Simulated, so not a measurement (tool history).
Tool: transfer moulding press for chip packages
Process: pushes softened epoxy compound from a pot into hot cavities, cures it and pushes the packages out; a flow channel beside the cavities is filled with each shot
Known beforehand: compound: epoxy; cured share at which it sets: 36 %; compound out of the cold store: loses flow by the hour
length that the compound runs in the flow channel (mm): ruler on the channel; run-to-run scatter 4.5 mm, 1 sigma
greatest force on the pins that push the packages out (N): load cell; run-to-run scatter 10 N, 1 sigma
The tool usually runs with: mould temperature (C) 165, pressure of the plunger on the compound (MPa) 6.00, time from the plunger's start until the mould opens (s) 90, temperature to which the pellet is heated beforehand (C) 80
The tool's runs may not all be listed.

run   hour  mould temperature (C)  pressure of the plunger on the compound (MPa)  time from the plunger's start until the mould opens (s)  temperature to which the pellet is heated beforehand (C)  incoming compound's hours out of the cold store  length that the compound runs in the flow channel (mm)  greatest force on the pins that push the packages out (N)
  1    0.0                    165                                           6.00                                                       90                                                        80                                             29.0                                                     579                                                        583
  2    5.7                    165                                           6.00                                                       90                                                        80                                             36.3                                                     560                                                        614
  3   11.2                    165                                           6.00                                                       90                                                        80                                             43.1                                                     538                                                        612
  4   18.5                    165                                           6.00                                                       90                                                        80                                             31.6                                                     573                                                        656
  5   27.1                    165                                           6.00                                                       90                                                        80                                             33.0                                                     563                                                        710
  6   32.8                    165                                           6.00                                                       90                                                        80                                             31.9                                                     567                                                        726
  7   37.5                    165                                           6.00                                                       81                                                        80                                             12.6                                                     613                                                        873
  8   43.5                    165                                           6.00                                                       81                                                        80                                             14.1                                                     610                                                        885
  9   49.9                    165                                           6.00                                                       90                                                        80                                             14.1                                                     608                                                        796
 10   55.0                    165                                           6.00                                                       90                                                        80                                             31.4                                                     565                                                        773
 11   63.5                    165                                           5.07                                                       90                                                        80                                             44.9                                                     492                                                        762
 12   69.5                    165                                           5.07                                                       90                                                        80                                             24.1                                                     538                                                        821
      74.0  -- cavities cleaned with cleaning compound and waxed
 13   79.8                    160                                           6.00                                                       78                                                        78                                             17.1                                                     613                                                        910
 14   87.2                    158                                           5.31                                                       82                                                        89                                             18.8                                                     582                                                        970
 15   93.9                    158                                           6.20                                                      128                                                        86                                             22.5                                                     614                                                        537
 16   99.9                    158                                           6.20                                                      128                                                        86                                             10.9                                                     636                                                        551
 17  105.2                    161                                           5.03                                                      101                                                        78                                             44.3                                                     500                                                        637
 18  110.8                    165                                           6.00                                                      104                                                        80                                             10.4                                                     619                                                        599
 19  116.8                    172                                           6.00                                                      112                                                        80                                             22.2                                                     576                                                        569
 20  123.3                    172                                           6.00                                                      112                                                        80                                             34.1                                                     543                                                        584
 21  129.8                    172                                           6.00                                                      112                                                        80                                             16.9                                                     582                                                        589

Had the tool no unlogged condition, and each run kept its random variation, what would the results have been?
What the log doesn't record here: true mould temperature over the reading, C; pressure that reaches the compound, % of what is set; grip of the stained cavities, % over clean ones'; drift of the gauge itself on flow_mm, %; drift of the gauge itself on push_out_n, %.
run  length that the compound runs in the flow channel (mm)  greatest force on the pins that push the packages out (N)
  1                                                     585                                                        454
  2                                                     567                                                        456
  3                                                     544                                                        440
  4                                                     581                                                        451
  5                                                     571                                                        466
  6                                                     575                                                        462
  7                                                     622                                                        543
  8                                                     620                                                        537
  9                                                     618                                                        474
 10                                                     575                                                        452
 11                                                     501                                                        434
 12                                                     548                                                        460
 13                                                     626                                                        817
 14                                                     595                                                        811
 15                                                     628                                                        429
 16                                                     651                                                        421
 17                                                     512                                                        468
 18                                                     634                                                        426
 19                                                     591                                                        394
 20                                                     557                                                        388
 21                                                     598                                                        379
